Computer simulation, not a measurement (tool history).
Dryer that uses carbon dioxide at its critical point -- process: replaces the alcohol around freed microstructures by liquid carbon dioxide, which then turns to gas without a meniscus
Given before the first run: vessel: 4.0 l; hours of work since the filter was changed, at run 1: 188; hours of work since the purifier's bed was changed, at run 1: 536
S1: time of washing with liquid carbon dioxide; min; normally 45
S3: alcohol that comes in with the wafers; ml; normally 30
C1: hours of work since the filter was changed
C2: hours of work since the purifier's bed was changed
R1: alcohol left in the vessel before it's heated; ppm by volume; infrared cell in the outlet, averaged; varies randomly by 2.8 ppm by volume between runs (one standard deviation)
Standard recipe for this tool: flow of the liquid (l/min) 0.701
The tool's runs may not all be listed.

{"run": 1, "day": 0.0, "S1": 45, "flow of the liquid (l/min)": 0.701, "S3": 30, "C1": 188, "C2": 536, "R1": 53}
{"run": 2, "day": 0.717, "S1": 45, "flow of the liquid (l/min)": 0.701, "S3": 30, "C1": 198, "C2": 545, "R1": 52}
{"run": 3, "day": 2.112, "S1": 45, "flow of the liquid (l/min)": 0.701, "S3": 30, "C1": 217, "C2": 564, "R1": 57}
{"run": 4, "day": 3.871, "S1": 45, "flow of the liquid (l/min)": 0.701, "S3": 30, "C1": 240, "C2": 587, "R1": 59}
{"run": 5, "day": 5.479, "S1": 45, "flow of the liquid (l/min)": 0.585, "S3": 30, "C1": 261, "C2": 609, "R1": 76}
{"run": 6, "day": 6.867, "S1": 45, "flow of the liquid (l/min)": 0.585, "S3": 30, "C1": 280, "C2": 627, "R1": 76}
{"run": 7, "day": 7.962, "S1": 45, "flow of the liquid (l/min)": 0.585, "S3": 30, "C1": 295, "C2": 642, "R1": 78}
{"run": 8, "day": 8.95, "S1": 45, "flow of the liquid (l/min)": 1.131, "S3": 30, "C1": 308, "C2": 655, "R1": 54}
{"run": 9, "day": 10.008, "S1": 32, "flow of the liquid (l/min)": 0.701, "S3": 30, "C1": 322, "C2": 669, "R1": 113}
{"run": 10, "day": 11.658, "S1": 45, "flow of the liquid (l/min)": 0.701, "S3": 30, "C1": 344, "C2": 691, "R1": 69}
{"run": 11, "day": 12.533, "S1": 45, "flow of the liquid (l/min)": 0.701, "S3": 30, "C1": 356, "C2": 703, "R1": 68}
{"run": 12, "day": 13.596, "S1": 45, "flow of the liquid (l/min)": 0.816, "S3": 30, "C1": 370, "C2": 717, "R1": 71}
{"day": 13.767, "done": "inlet filter changed"}
{"run": 13, "day": 15.254, "S1": 45, "flow of the liquid (l/min)": 0.816, "S3": 30, "C1": 20, "C2": 739, "R1": 67}

For run 14, what comes out?
{"run": 14, "day": 16.958, "S1": 56, "flow of the liquid (l/min)": 0.813, "S3": 60, "C1": 43, "C2": 762, "R1": "?"}

R1: 70 ppm by volume
Without the tool's hidden state the same run would have given R1 7 ppm by volume.
